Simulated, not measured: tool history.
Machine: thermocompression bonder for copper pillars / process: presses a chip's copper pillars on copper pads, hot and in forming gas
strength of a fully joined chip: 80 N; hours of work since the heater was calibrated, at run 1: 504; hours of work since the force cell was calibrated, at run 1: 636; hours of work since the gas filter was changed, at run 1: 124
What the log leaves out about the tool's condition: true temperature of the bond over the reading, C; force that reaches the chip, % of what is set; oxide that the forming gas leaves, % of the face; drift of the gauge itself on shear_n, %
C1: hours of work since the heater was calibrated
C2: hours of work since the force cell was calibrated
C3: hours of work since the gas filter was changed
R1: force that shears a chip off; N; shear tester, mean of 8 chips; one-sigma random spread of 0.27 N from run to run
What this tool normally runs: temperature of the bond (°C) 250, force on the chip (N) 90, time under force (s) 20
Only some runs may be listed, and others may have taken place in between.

{"run": 1, "hour": 0.0, "temperature of the bond (°C)": 250, "force on the chip (N)": 90, "time under force (s)": 20, "C1": 504, "C2": 636, "C3": 124, "R1": 30.5}
{"run": 2, "hour": 18.7, "temperature of the bond (°C)": 250, "force on the chip (N)": 90, "time under force (s)": 20, "C1": 515, "C2": 647, "C3": 135, "R1": 30.8}
{"run": 3, "hour": 40.4, "temperature of the bond (°C)": 250, "force on the chip (N)": 90, "time under force (s)": 20, "C1": 528, "C2": 660, "C3": 147, "R1": 31.1}
{"hour": 43.3, "done": "forming gas filter changed"}
{"run": 4, "hour": 70.9, "temperature of the bond (°C)": 250, "force on the chip (N)": 69, "time under force (s)": 20, "C1": 546, "C2": 678, "C3": 16, "R1": 24.8}
{"run": 5, "hour": 93.1, "temperature of the bond (°C)": 250, "force on the chip (N)": 69, "time under force (s)": 20, "C1": 559, "C2": 691, "C3": 29, "R1": 24.2}
{"run": 6, "hour": 116.2, "temperature of the bond (°C)": 250, "force on the chip (N)": 69, "time under force (s)": 20, "C1": 572, "C2": 704, "C3": 43, "R1": 24.4}
{"run": 7, "hour": 134.8, "temperature of the bond (°C)": 250, "force on the chip (N)": 69, "time under force (s)": 20, "C1": 583, "C2": 715, "C3": 54, "R1": 24.2}
{"run": 8, "hour": 153.0, "temperature of the bond (°C)": 250, "force on the chip (N)": 69, "time under force (s)": 20, "C1": 594, "C2": 726, "C3": 64, "R1": 24.1}
{"run": 9, "hour": 173.5, "temperature of the bond (°C)": 250, "force on the chip (N)": 69, "time under force (s)": 20, "C1": 606, "C2": 738, "C3": 76, "R1": 24.4}
{"run": 10, "hour": 196.6, "temperature of the bond (°C)": 250, "force on the chip (N)": 64, "time under force (s)": 20, "C1": 620, "C2": 752, "C3": 90, "R1": 21.5}
{"run": 11, "hour": 226.0, "temperature of the bond (°C)": 250, "force on the chip (N)": 99, "time under force (s)": 20, "C1": 637, "C2": 769, "C3": 107, "R1": 34.0}
{"run": 12, "hour": 244.4, "temperature of the bond (°C)": 253, "force on the chip (N)": 90, "time under force (s)": 20, "C1": 648, "C2": 780, "C3": 118, "R1": 32.2}
{"run": 13, "hour": 270.7, "temperature of the bond (°C)": 253, "force on the chip (N)": 90, "time under force (s)": 20, "C1": 663, "C2": 795, "C3": 133, "R1": 32.0}
{"hour": 296.0, "done": "forming gas filter changed"}
{"run": 14, "hour": 298.1, "temperature of the bond (°C)": 253, "force on the chip (N)": 90, "time under force (s)": 20, "C1": 679, "C2": 811, "C3": 1, "R1": 34.2}
{"run": 15, "hour": 313.7, "temperature of the bond (°C)": 253, "force on the chip (N)": 90, "time under force (s)": 20, "C1": 688, "C2": 820, "C3": 10, "R1": 33.7}
{"run": 16, "hour": 341.3, "temperature of the bond (°C)": 250, "force on the chip (N)": 90, "time under force (s)": 20, "C1": 704, "C2": 836, "C3": 27, "R1": 31.9}
{"run": 17, "hour": 373.9, "temperature of the bond (°C)": 228, "force on the chip (N)": 90, "time under force (s)": 20, "C1": 723, "C2": 855, "C3": 46, "R1": 21.0}
{"run": 18, "hour": 393.8, "temperature of the bond (°C)": 228, "force on the chip (N)": 90, "time under force (s)": 20, "C1": 735, "C2": 867, "C3": 57, "R1": 21.1}
{"run": 19, "hour": 415.0, "temperature of the bond (°C)": 228, "force on the chip (N)": 90, "time under force (s)": 20, "C1": 747, "C2": 880, "C3": 70, "R1": 21.1}
{"run": 20, "hour": 444.2, "temperature of the bond (°C)": 228, "force on the chip (N)": 90, "time under force (s)": 20, "C1": 765, "C2": 897, "C3": 87, "R1": 20.4}
{"run": 21, "hour": 474.4, "temperature of the bond (°C)": 234, "force on the chip (N)": 70, "time under force (s)": 26, "C1": 782, "C2": 914, "C3": 105, "R1": 19.9}
{"run": 22, "hour": 491.7, "temperature of the bond (°C)": 270, "force on the chip (N)": 106, "time under force (s)": 16, "C1": 793, "C2": 925, "C3": 115, "R1": 44.1}
{"run": 23, "hour": 520.1, "temperature of the bond (°C)": 270, "force on the chip (N)": 106, "time under force (s)": 16, "C1": 809, "C2": 941, "C3": 132, "R1": 44.0}
{"run": 24, "hour": 547.5, "temperature of the bond (°C)": 270, "force on the chip (N)": 109, "time under force (s)": 46, "C1": 825, "C2": 957, "C3": 148, "R1": 58.1}
{"hour": 549.6, "done": "forming gas filter changed"}
{"run": 25, "hour": 566.8, "temperature of the bond (°C)": 228, "force on the chip (N)": 90, "time under force (s)": 20, "C1": 836, "C2": 968, "C3": 10, "R1": 21.5}
{"run": 26, "hour": 589.8, "temperature of the bond (°C)": 248, "force on the chip (N)": 62, "time under force (s)": 50, "C1": 850, "C2": 982, "C3": 24, "R1": 30.2}
{"run": 27, "hour": 607.9, "temperature of the bond (°C)": 239, "force on the chip (N)": 62, "time under force (s)": 13, "C1": 860, "C2": 992, "C3": 34, "R1": 14.2}
{"run": 28, "hour": 641.1, "temperature of the bond (°C)": 239, "force on the chip (N)": 118, "time under force (s)": 13, "C1": 880, "C2": 1012, "C3": 54, "R1": 28.5}
{"run": 29, "hour": 658.4, "temperature of the bond (°C)": 277, "force on the chip (N)": 114, "time under force (s)": 13, "C1": 890, "C2": 1022, "C3": 64, "R1": 49.0}
{"run": 30, "hour": 688.4, "temperature of the bond (°C)": 268, "force on the chip (N)": 94, "time under force (s)": 13, "C1": 908, "C2": 1040, "C3": 82, "R1": 36.6}
{"run": 31, "hour": 707.9, "temperature of the bond (°C)": 268, "force on the chip (N)": 94, "time under force (s)": 35, "C1": 919, "C2": 1051, "C3": 93, "R1": 49.8}
{"run": 32, "hour": 741.9, "temperature of the bond (°C)": 240, "force on the chip (N)": 127, "time under force (s)": 13, "C1": 939, "C2": 1071, "C3": 113, "R1": 30.7}
{"run": 33, "hour": 765.6, "temperature of the bond (°C)": 248, "force on the chip (N)": 81, "time under force (s)": 32, "C1": 953, "C2": 1085, "C3": 127, "R1": 31.8}
{"run": 34, "hour": 792.5, "temperature of the bond (°C)": 261, "force on the chip (N)": 66, "time under force (s)": 12, "C1": 969, "C2": 1101, "C3": 143, "R1": 21.4}
{"hour": 802.7, "done": "forming gas filter changed"}
{"run": 35, "hour": 821.4, "temperature of the bond (°C)": 250, "force on the chip (N)": 97, "time under force (s)": 13, "C1": 986, "C2": 1118, "C3": 11, "R1": 29.3}
{"hour": 828.5, "done": "force cell calibrated"}
{"run": 36, "hour": 855.8, "temperature of the bond (°C)": 222, "force on the chip (N)": 88, "time under force (s)": 60, "C1": 1005, "C2": 16, "C3": 30, "R1": 27.1}
{"run": 37, "hour": 890.1, "temperature of the bond (°C)": 267, "force on the chip (N)": 82, "time under force (s)": 29, "C1": 1025, "C2": 36, "C3": 50, "R1": 41.1}
{"run": 38, "hour": 909.9, "temperature of the bond (°C)": 267, "force on the chip (N)": 82, "time under force (s)": 29, "C1": 1037, "C2": 48, "C3": 62, "R1": 40.5}
{"run": 39, "hour": 938.1, "temperature of the bond (°C)": 267, "force on the chip (N)": 82, "time under force (s)": 29, "C1": 1053, "C2": 64, "C3": 79, "R1": 40.0}
{"run": 40, "hour": 969.3, "temperature of the bond (°C)": 222, "force on the chip (N)": 109, "time under force (s)": 37, "C1": 1071, "C2": 83, "C3": 97, "R1": 26.7}

Forecast each of these 4 alternatives for the next run:
{"run": "A", "hour": 987.8, "temperature of the bond (°C)": 222, "force on the chip (N)": 109, "time under force (s)": 13, "C1": 1082, "C2": 94, "C3": 108, "R1": "?"}
{"run": "B", "hour": 987.8, "temperature of the bond (°C)": 268, "force on the chip (N)": 105, "time under force (s)": 37, "C1": 1082, "C2": 94, "C3": 108, "R1": "?"}
{"run": "C", "hour": 987.8, "temperature of the bond (°C)": 247, "force on the chip (N)": 69, "time under force (s)": 14, "C1": 1082, "C2": 94, "C3": 108, "R1": "?"}
{"run": "D", "hour": 987.8, "temperature of the bond (°C)": 222, "force on the chip (N)": 86, "time under force (s)": 12, "C1": 1082, "C2": 94, "C3": 108, "R1": "?"}

run=A R1=17.3
run=B R1=52.0
run=C R1=17.7
run=D R1=12.3
Without the tool's unlogged condition, the same runs would have read:
run=A R1=20.6
run=B R1=58.3
run=C R1=20.9
run=D R1=14.8
